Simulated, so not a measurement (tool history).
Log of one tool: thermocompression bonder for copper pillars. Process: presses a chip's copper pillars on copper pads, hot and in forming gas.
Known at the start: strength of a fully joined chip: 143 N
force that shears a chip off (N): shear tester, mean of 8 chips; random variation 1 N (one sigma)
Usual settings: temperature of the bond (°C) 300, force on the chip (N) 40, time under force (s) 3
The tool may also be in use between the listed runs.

| run | hour | temperature of the bond (°C) | force on the chip (N) | time under force (s) | force that shears a chip off (N) |
|---|---|---|---|---|---|
| 1 | 0 | 300 | 40 | 3 | 77.9 |
|  | 4.9 | forming gas filter changed |
| 2 | 16.2 | 300 | 40 | 3 | 82.8 |
| 3 | 38.3 | 300 | 40 | 3 | 81.5 |
| 4 | 61.8 | 300 | 40 | 3 | 81.4 |
| 5 | 84.7 | 300 | 40 | 3 | 79.7 |
| 6 | 114.7 | 300 | 40 | 3 | 79.8 |
| 7 | 140.2 | 300 | 40 | 3 | 79 |
| 8 | 172.8 | 300 | 40 | 3 | 80.5 |
| 9 | 191.4 | 300 | 40 | 3 | 78.9 |
|  | 215.9 | heater calibrated with a thermocouple chip |
| 10 | 229.6 | 324 | 40 | 2 | 88.4 |
| 11 | 247.1 | 300 | 40 | 3 | 85.5 |
| 12 | 277.1 | 300 | 40 | 3 | 84.5 |
| 13 | 293.8 | 279 | 42 | 2 | 63 |
| 14 | 316.2 | 279 | 42 | 2 | 62 |
| 15 | 344.7 | 300 | 29 | 5 | 80.7 |
| 16 | 360 | 300 | 29 | 5 | 80.9 |
| 17 | 396.4 | 282 | 52 | 2 | 73.4 |
| 18 | 412.5 | 285 | 46 | 3 | 78.7 |

5 ways to go on from here, each from the tool as it stands after run 18. What would each give?
|  | 415.4 | forming gas filter changed |
| A | 434.5 | 300 | 40 | 3 | ? |
|  | 415.4 | forming gas filter changed |
| B | 434.5 | 285 | 46 | 2 | ? |
|  | 415.4 | forming gas filter changed |
| C | 434.5 | 279 | 32 | 3 | ? |
|  | 415.4 | forming gas filter changed |
| D | 434.5 | 285 | 41 | 3 | ? |
|  | 415.4 | forming gas filter changed |
| E | 434.5 | 298 | 25 | 4 | ? |

| run | force that shears a chip off (N) |
|---|---|
| A | 84.7 |
| B | 71.9 |
| C | 60.9 |
| D | 77.5 |
| E | 68.1 |
Without the tool's hidden state the same runs would have given:
| run | force that shears a chip off (N) |
|---|---|
| A | 87.9 |
| B | 75 |
| C | 63.8 |
| D | 80.8 |
| E | 71 |

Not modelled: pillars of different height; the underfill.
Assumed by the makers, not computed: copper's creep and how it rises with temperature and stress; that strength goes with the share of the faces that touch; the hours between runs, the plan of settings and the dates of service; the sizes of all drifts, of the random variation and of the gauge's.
